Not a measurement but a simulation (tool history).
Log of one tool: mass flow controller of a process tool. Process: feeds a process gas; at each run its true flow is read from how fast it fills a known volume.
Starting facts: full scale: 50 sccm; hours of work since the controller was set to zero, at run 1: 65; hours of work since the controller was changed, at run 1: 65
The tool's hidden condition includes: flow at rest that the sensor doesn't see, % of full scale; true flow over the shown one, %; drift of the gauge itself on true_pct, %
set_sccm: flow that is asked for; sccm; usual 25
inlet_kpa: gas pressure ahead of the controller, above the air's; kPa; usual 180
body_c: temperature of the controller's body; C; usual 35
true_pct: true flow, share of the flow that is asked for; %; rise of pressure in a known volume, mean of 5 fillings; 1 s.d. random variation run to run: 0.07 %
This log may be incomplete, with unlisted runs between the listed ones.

| run | hour | set_sccm | inlet_kpa | body_c | hours of work since the controller was set to zero | hours of work since the controller was changed | true_pct |
|---|---|---|---|---|---|---|---|
| 1 | 0.0 | 25 | 180 | 35 | 65 | 65 | 98.67 |
| 2 | 282.8 | 20 | 180 | 35 | 183 | 183 | 98.53 |
| 3 | 659.0 | 20 | 180 | 35 | 338 | 338 | 98.40 |
| 4 | 1004.7 | 20 | 180 | 35 | 482 | 482 | 98.41 |
| 5 | 1246.7 | 20 | 180 | 35 | 582 | 582 | 98.36 |
| 6 | 1719.8 | 25 | 180 | 21 | 778 | 778 | 99.54 |
| 7 | 1951.3 | 25 | 180 | 21 | 874 | 874 | 99.44 |
| 8 | 2247.1 | 25 | 169 | 21 | 997 | 997 | 99.40 |
| 9 | 2474.4 | 25 | 169 | 21 | 1091 | 1091 | 99.38 |
| 10 | 2867.4 | 25 | 180 | 35 | 1254 | 1254 | 98.16 |
| 11 | 3239.0 | 25 | 180 | 35 | 1408 | 1408 | 98.06 |
| 12 | 3457.8 | 6 | 213 | 30 | 1499 | 1499 | 98.26 |
| 13 | 3949.8 | 12 | 261 | 31 | 1702 | 1702 | 98.31 |
| 14 | 4386.2 | 12 | 181 | 30 | 1883 | 1883 | 98.24 |
| 15 | 4664.1 | 12 | 181 | 30 | 1998 | 1998 | 98.03 |
| 16 | 5029.0 | 11 | 197 | 24 | 2150 | 2150 | 98.53 |
| 17 | 5470.0 | 6 | 151 | 27 | 2333 | 2333 | 98.02 |
| 18 | 5744.5 | 24 | 175 | 30 | 2446 | 2446 | 98.15 |

Predict the results of run 19:
| 19 | 6063.2 | 24 | 191 | 30 | 2578 | 2578 | ? |

true_pct: 98.04 %
The same run, on a tool lacking any hidden state, would have yielded true_pct 99.05 %.
